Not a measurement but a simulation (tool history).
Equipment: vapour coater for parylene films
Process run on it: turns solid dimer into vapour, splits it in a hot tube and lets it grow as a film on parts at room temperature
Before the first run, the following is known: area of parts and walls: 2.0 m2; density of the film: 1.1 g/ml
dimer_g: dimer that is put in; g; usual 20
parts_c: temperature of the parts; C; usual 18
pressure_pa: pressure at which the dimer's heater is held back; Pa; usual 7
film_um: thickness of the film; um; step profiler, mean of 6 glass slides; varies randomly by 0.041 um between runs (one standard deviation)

run,hour,dimer_g,parts_c,pressure_pa,film_um
1,0,20,18,7,4.39
2,16.1,20,18,7,4.36
3,25.7,20,18,7,4.41
4,43.9,20,18,7,4.45
5,52.9,20,18,11.27,4.28
6,71.4,20,18,11.27,4.23
7,84.2,20,18,11.27,4.24
8,100.5,20,18,7,4.41
9,115.9,20,18,3.66,4.62
10,129,20,18,3.66,4.59
11,148.6,20,18,3.66,4.56
12,159.4,20,29,7,2.86
13,178,20,29,7,2.85
14,192.8,20,29,7,2.83
15,206,23,26,8.35,3.64
16,217.6,25,28,11.77,3.61
17,229.6,10,23,7,1.78
18,240.2,14,13,7,3.81

Forecast run 19:
19,248.8,14,24,10.38,?

{"run 19": {"film_um": 2.38}}
Had the tool carried no hidden state, the very same run would have given film_um 2.39 um.
